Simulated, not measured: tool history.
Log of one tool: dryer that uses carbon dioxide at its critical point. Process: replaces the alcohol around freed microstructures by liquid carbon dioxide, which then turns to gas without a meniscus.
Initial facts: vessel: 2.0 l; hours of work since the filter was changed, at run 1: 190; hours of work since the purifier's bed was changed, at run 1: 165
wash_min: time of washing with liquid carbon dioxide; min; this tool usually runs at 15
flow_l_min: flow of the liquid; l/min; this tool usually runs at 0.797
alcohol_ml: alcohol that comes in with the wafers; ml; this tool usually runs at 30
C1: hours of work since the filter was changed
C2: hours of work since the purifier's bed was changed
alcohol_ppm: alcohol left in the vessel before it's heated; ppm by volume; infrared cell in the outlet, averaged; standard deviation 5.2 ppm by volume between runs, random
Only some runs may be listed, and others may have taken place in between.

{"run": 1, "hour": 0.0, "wash_min": 15, "flow_l_min": 0.797, "alcohol_ml": 30, "C1": 190, "C2": 165, "alcohol_ppm": 161}
{"run": 2, "hour": 25.9, "wash_min": 15, "flow_l_min": 0.797, "alcohol_ml": 30, "C1": 198, "C2": 173, "alcohol_ppm": 172}
{"run": 3, "hour": 53.2, "wash_min": 15, "flow_l_min": 0.797, "alcohol_ml": 30, "C1": 207, "C2": 181, "alcohol_ppm": 163}
{"run": 4, "hour": 67.6, "wash_min": 15, "flow_l_min": 0.797, "alcohol_ml": 30, "C1": 211, "C2": 186, "alcohol_ppm": 171}
{"run": 5, "hour": 84.2, "wash_min": 14, "flow_l_min": 0.797, "alcohol_ml": 30, "C1": 216, "C2": 191, "alcohol_ppm": 219}
{"hour": 103.7, "done": "inlet filter changed"}
{"run": 6, "hour": 115.7, "wash_min": 15, "flow_l_min": 0.797, "alcohol_ml": 30, "C1": 4, "C2": 200, "alcohol_ppm": 135}
{"run": 7, "hour": 145.2, "wash_min": 15, "flow_l_min": 0.797, "alcohol_ml": 30, "C1": 13, "C2": 210, "alcohol_ppm": 140}
{"run": 8, "hour": 171.5, "wash_min": 15, "flow_l_min": 0.797, "alcohol_ml": 30, "C1": 21, "C2": 218, "alcohol_ppm": 131}
{"run": 9, "hour": 200.5, "wash_min": 15, "flow_l_min": 0.797, "alcohol_ml": 43, "C1": 30, "C2": 227, "alcohol_ppm": 187}
{"run": 10, "hour": 221.4, "wash_min": 15, "flow_l_min": 0.797, "alcohol_ml": 73, "C1": 37, "C2": 233, "alcohol_ppm": 302}
{"run": 11, "hour": 249.8, "wash_min": 15, "flow_l_min": 0.797, "alcohol_ml": 73, "C1": 45, "C2": 242, "alcohol_ppm": 292}
{"run": 12, "hour": 268.9, "wash_min": 15, "flow_l_min": 0.797, "alcohol_ml": 73, "C1": 51, "C2": 248, "alcohol_ppm": 286}
{"run": 13, "hour": 287.6, "wash_min": 15, "flow_l_min": 0.797, "alcohol_ml": 30, "C1": 57, "C2": 254, "alcohol_ppm": 152}
{"run": 14, "hour": 313.3, "wash_min": 15, "flow_l_min": 0.797, "alcohol_ml": 110, "C1": 65, "C2": 262, "alcohol_ppm": 436}
{"run": 15, "hour": 328.1, "wash_min": 10, "flow_l_min": 0.797, "alcohol_ml": 30, "C1": 70, "C2": 266, "alcohol_ppm": 566}
{"run": 16, "hour": 358.3, "wash_min": 10, "flow_l_min": 0.797, "alcohol_ml": 30, "C1": 79, "C2": 276, "alcohol_ppm": 593}
{"run": 17, "hour": 386.4, "wash_min": 15, "flow_l_min": 1.046, "alcohol_ml": 30, "C1": 88, "C2": 284, "alcohol_ppm": 78}
{"run": 18, "hour": 417.7, "wash_min": 15, "flow_l_min": 1.046, "alcohol_ml": 30, "C1": 97, "C2": 294, "alcohol_ppm": 86}
{"run": 19, "hour": 445.7, "wash_min": 15, "flow_l_min": 1.046, "alcohol_ml": 30, "C1": 106, "C2": 303, "alcohol_ppm": 77}
{"run": 20, "hour": 459.9, "wash_min": 15, "flow_l_min": 0.797, "alcohol_ml": 25, "C1": 111, "C2": 307, "alcohol_ppm": 154}
{"run": 21, "hour": 482.4, "wash_min": 15, "flow_l_min": 0.797, "alcohol_ml": 25, "C1": 118, "C2": 314, "alcohol_ppm": 162}
{"run": 22, "hour": 505.1, "wash_min": 15, "flow_l_min": 0.797, "alcohol_ml": 63, "C1": 125, "C2": 321, "alcohol_ppm": 299}
{"run": 23, "hour": 533.2, "wash_min": 15, "flow_l_min": 0.797, "alcohol_ml": 63, "C1": 133, "C2": 330, "alcohol_ppm": 310}
{"run": 24, "hour": 564.9, "wash_min": 15, "flow_l_min": 0.762, "alcohol_ml": 30, "C1": 143, "C2": 340, "alcohol_ppm": 216}
{"run": 25, "hour": 584.9, "wash_min": 24, "flow_l_min": 0.797, "alcohol_ml": 28, "C1": 149, "C2": 346, "alcohol_ppm": 70}
{"run": 26, "hour": 611.0, "wash_min": 15, "flow_l_min": 0.858, "alcohol_ml": 21, "C1": 157, "C2": 354, "alcohol_ppm": 124}
{"run": 27, "hour": 625.7, "wash_min": 22, "flow_l_min": 0.982, "alcohol_ml": 21, "C1": 162, "C2": 359, "alcohol_ppm": 72}
{"run": 28, "hour": 658.4, "wash_min": 15, "flow_l_min": 1.053, "alcohol_ml": 29, "C1": 172, "C2": 369, "alcohol_ppm": 105}
{"run": 29, "hour": 682.8, "wash_min": 15, "flow_l_min": 1.197, "alcohol_ml": 49, "C1": 180, "C2": 376, "alcohol_ppm": 77}
{"run": 30, "hour": 710.3, "wash_min": 11, "flow_l_min": 0.772, "alcohol_ml": 33, "C1": 188, "C2": 385, "alcohol_ppm": 622}
{"run": 31, "hour": 740.1, "wash_min": 11, "flow_l_min": 0.635, "alcohol_ml": 22, "C1": 198, "C2": 394, "alcohol_ppm": 764}
{"run": 32, "hour": 755.9, "wash_min": 21, "flow_l_min": 1.134, "alcohol_ml": 26, "C1": 202, "C2": 399, "alcohol_ppm": 81}
{"run": 33, "hour": 785.2, "wash_min": 22, "flow_l_min": 1.044, "alcohol_ml": 65, "C1": 212, "C2": 408, "alcohol_ppm": 81}
{"run": 34, "hour": 808.1, "wash_min": 22, "flow_l_min": 1.044, "alcohol_ml": 65, "C1": 219, "C2": 415, "alcohol_ppm": 77}
{"hour": 820.4, "done": "inlet filter changed"}
{"run": 35, "hour": 826.6, "wash_min": 11, "flow_l_min": 0.944, "alcohol_ml": 65, "C1": 2, "C2": 421, "alcohol_ppm": 456}
{"run": 36, "hour": 851.1, "wash_min": 18, "flow_l_min": 0.994, "alcohol_ml": 44, "C1": 10, "C2": 428, "alcohol_ppm": 102}
{"run": 37, "hour": 879.3, "wash_min": 18, "flow_l_min": 0.994, "alcohol_ml": 44, "C1": 18, "C2": 437, "alcohol_ppm": 84}
{"run": 38, "hour": 911.2, "wash_min": 15, "flow_l_min": 1.254, "alcohol_ml": 47, "C1": 28, "C2": 447, "alcohol_ppm": 94}
{"run": 39, "hour": 936.3, "wash_min": 10, "flow_l_min": 1.069, "alcohol_ml": 47, "C1": 36, "C2": 455, "alcohol_ppm": 313}
{"run": 40, "hour": 963.0, "wash_min": 15, "flow_l_min": 0.797, "alcohol_ml": 106, "C1": 44, "C2": 463, "alcohol_ppm": 448}
{"run": 41, "hour": 980.1, "wash_min": 10, "flow_l_min": 1.055, "alcohol_ml": 64, "C1": 50, "C2": 468, "alcohol_ppm": 445}
{"run": 42, "hour": 1008.7, "wash_min": 10, "flow_l_min": 1.055, "alcohol_ml": 64, "C1": 58, "C2": 477, "alcohol_ppm": 454}
{"run": 43, "hour": 1024.4, "wash_min": 10, "flow_l_min": 1.055, "alcohol_ml": 64, "C1": 63, "C2": 482, "alcohol_ppm": 456}
{"run": 44, "hour": 1042.6, "wash_min": 10, "flow_l_min": 1.055, "alcohol_ml": 64, "C1": 69, "C2": 488, "alcohol_ppm": 440}
{"run": 45, "hour": 1062.6, "wash_min": 10, "flow_l_min": 1.055, "alcohol_ml": 26, "C1": 75, "C2": 494, "alcohol_ppm": 227}
{"run": 46, "hour": 1078.0, "wash_min": 15, "flow_l_min": 1.201, "alcohol_ml": 52, "C1": 80, "C2": 499, "alcohol_ppm": 111}
{"run": 47, "hour": 1109.0, "wash_min": 15, "flow_l_min": 1.201, "alcohol_ml": 52, "C1": 90, "C2": 508, "alcohol_ppm": 112}

Below are 4 alternative next runs, each starting from the tool's condition after run 47. Predict each:
{"run": "A", "hour": 1134.2, "wash_min": 15, "flow_l_min": 1.201, "alcohol_ml": 20, "C1": 97, "C2": 516, "alcohol_ppm": "?"}
{"run": "B", "hour": 1134.2, "wash_min": 15, "flow_l_min": 0.51, "alcohol_ml": 21, "C1": 97, "C2": 516, "alcohol_ppm": "?"}
{"run": "C", "hour": 1134.2, "wash_min": 9, "flow_l_min": 0.797, "alcohol_ml": 30, "C1": 97, "C2": 516, "alcohol_ppm": "?"}
{"run": "D", "hour": 1134.2, "wash_min": 15, "flow_l_min": 1.204, "alcohol_ml": 74, "C1": 97, "C2": 516, "alcohol_ppm": "?"}

run=A alcohol_ppm=96
run=B alcohol_ppm=598
run=C alcohol_ppm=872
run=D alcohol_ppm=113
Had the tool no hidden state, the same runs would have come out as:
run=A alcohol_ppm=3
run=B alcohol_ppm=463
run=C alcohol_ppm=715
run=D alcohol_ppm=19
